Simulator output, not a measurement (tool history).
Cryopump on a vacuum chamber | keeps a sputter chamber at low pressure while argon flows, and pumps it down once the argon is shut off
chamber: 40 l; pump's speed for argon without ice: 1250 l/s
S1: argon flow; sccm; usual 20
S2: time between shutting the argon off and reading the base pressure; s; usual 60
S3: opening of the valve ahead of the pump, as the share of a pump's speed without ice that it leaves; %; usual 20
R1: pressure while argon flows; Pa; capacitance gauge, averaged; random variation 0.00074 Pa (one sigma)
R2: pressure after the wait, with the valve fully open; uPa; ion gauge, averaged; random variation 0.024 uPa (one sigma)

run 1 hour=0 | S1=20 S2=60 S3=20 | R1=0.1373 R2=1.3
run 2 hour=23.5 | S1=20 S2=60 S3=24 | R1=0.1135 R2=1.36
run 3 hour=39.5 | S1=15 S2=60 S3=20 | R1=0.1026 R2=1.37
run 4 hour=56.9 | S1=20 S2=60 S3=20 | R1=0.1379 R2=1.34
run 5 hour=79 | S1=20 S2=60 S3=20 | R1=0.1374 R2=1.35
run 6 hour=100.9 | S1=20 S2=60 S3=20 | R1=0.1369 R2=1.38
run 7 hour=124.6 | S1=20 S2=60 S3=20 | R1=0.1372 R2=1.38
run 8 hour=148.6 | S1=20 S2=69 S3=20 | R1=0.1374 R2=1.24
run 9 hour=160.8 | S1=20 S2=69 S3=20 | R1=0.1392 R2=1.26
run 10 hour=174.9 | S1=20 S2=69 S3=20 | R1=0.1375 R2=1.29
run 11 hour=186.4 | S1=20 S2=126 S3=20 | R1=0.1375 R2=1.03
run 12 hour=199.7 | S1=36 S2=60 S3=20 | R1=0.2499 R2=1.37
run 13 hour=219.4 | S1=9 S2=60 S3=20 | R1=0.0626 R2=1.4
run 14 hour=239 | S1=8 S2=38 S3=27 | R1=0.0401 R2=1.79
run 15 hour=254.7 | S1=20 S2=171 S3=21 | R1=0.1323 R2=0.96
run 16 hour=278.1 | S1=14 S2=260 S3=31 | R1=0.0637 R2=0.93
run 17 hour=299.3 | S1=11 S2=60 S3=31 | R1=0.0499 R2=1.38

4 ways to go on from here, each from the tool as it stands after run 17. What would each give?
run A hour=323.5 | S1=20 S2=268 S3=20 | R1=? R2=?
run B hour=323.5 | S1=18 S2=53 S3=47 | R1=? R2=?
run C hour=323.5 | S1=20 S2=38 S3=19 | R1=? R2=?
run D hour=323.5 | S1=19 S2=60 S3=29 | R1=? R2=?

run=A R1=0.1373 R2=0.94
run=B R1=0.055 R2=1.5
run=C R1=0.1459 R2=1.77
run=D R1=0.0919 R2=1.46
Without the tool's hidden state the same runs would have given:
run=A R1=0.1341 R2=0.41
run=B R1=0.0521 R2=0.99
run=C R1=0.1426 R2=1.25
run=D R1=0.0889 R2=0.93
